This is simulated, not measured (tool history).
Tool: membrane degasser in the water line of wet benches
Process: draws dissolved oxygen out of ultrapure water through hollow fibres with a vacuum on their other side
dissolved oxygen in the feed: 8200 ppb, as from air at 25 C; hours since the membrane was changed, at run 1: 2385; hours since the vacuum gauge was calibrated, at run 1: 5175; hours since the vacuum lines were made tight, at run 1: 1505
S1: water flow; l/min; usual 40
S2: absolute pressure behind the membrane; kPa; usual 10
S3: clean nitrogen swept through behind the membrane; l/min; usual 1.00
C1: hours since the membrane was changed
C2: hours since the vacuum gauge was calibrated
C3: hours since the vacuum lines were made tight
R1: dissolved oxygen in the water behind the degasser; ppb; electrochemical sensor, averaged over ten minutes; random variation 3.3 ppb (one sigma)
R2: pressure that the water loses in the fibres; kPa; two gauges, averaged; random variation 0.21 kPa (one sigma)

Run 1, hour 0.0: usual settings; C1 2385; C2 5175; C3 1505. Result: R1 564.8 ppb, R2 51.30 kPa.
Run 2, hour 50.0: usual settings; C1 2435; C2 5225; C3 1555. Result: R1 569.4 ppb, R2 51.35 kPa.
Run 3, hour 78.1: usual settings but S1 31 l/min; C1 2463; C2 5253; C3 1583. Result: R1 467.1 ppb, R2 39.35 kPa.
Run 4, hour 118.0: usual settings but S1 31 l/min; C1 2503; C2 5293; C3 1623. Result: R1 463.0 ppb, R2 39.79 kPa.
Run 5, hour 176.5: usual settings but S1 31 l/min; C1 2562; C2 5351; C3 1681. Result: R1 461.9 ppb, R2 39.74 kPa.
Run 6, hour 204.7: usual settings but S1 31 l/min; C1 2590; C2 5379; C3 1709. Result: R1 467.7 ppb, R2 39.65 kPa.
Run 7, hour 260.2: usual settings but S1 31 l/min, S3 1.26 l/min; C1 2645; C2 5435; C3 1765. Result: R1 388.0 ppb, R2 39.96 kPa.
Run 8, hour 294.6: usual settings; C1 2680; C2 5469; C3 1799. Result: R1 573.9 ppb, R2 51.34 kPa.
Run 9, hour 338.1: usual settings; C1 2723; C2 5513; C3 1843. Result: R1 568.8 ppb, R2 51.04 kPa.
Run 10, hour 366.1: usual settings; C1 2751; C2 5541; C3 1871. Result: R1 574.2 ppb, R2 51.05 kPa.
At hour 418.2: vacuum gauge calibrated.
Run 11, hour 426.2: usual settings; C1 2811; C2 8; C3 1930. Result: R1 588.9 ppb, R2 51.82 kPa.
Run 12, hour 456.7: usual settings; C1 2841; C2 38; C3 1961. Result: R1 586.2 ppb, R2 51.24 kPa.
Run 13, hour 517.3: usual settings but S1 37 l/min; C1 2902; C2 99; C3 2022. Result: R1 547.2 ppb, R2 47.07 kPa.
Run 14, hour 571.2: usual settings but S1 37 l/min; C1 2956; C2 153; C3 2075. Result: R1 559.6 ppb, R2 47.57 kPa.
Run 15, hour 608.0: usual settings but S1 37 l/min; C1 2993; C2 190; C3 2112. Result: R1 552.2 ppb, R2 46.89 kPa.

The next listed run, before its measurement:
At hour 633.2: vacuum gauge calibrated, once more.
Run 16, hour 669.0: usual settings but S1 37 l/min, S2 11 kPa; C1 3053; C2 36; C3 2173. Result: R1 ?, R2 ?.

{"run 16": {"R1": 574.3, "R2": 47.55}}
Without the tool's hidden state the same run would have given R1 569.0 ppb, R2 46.49 kPa.
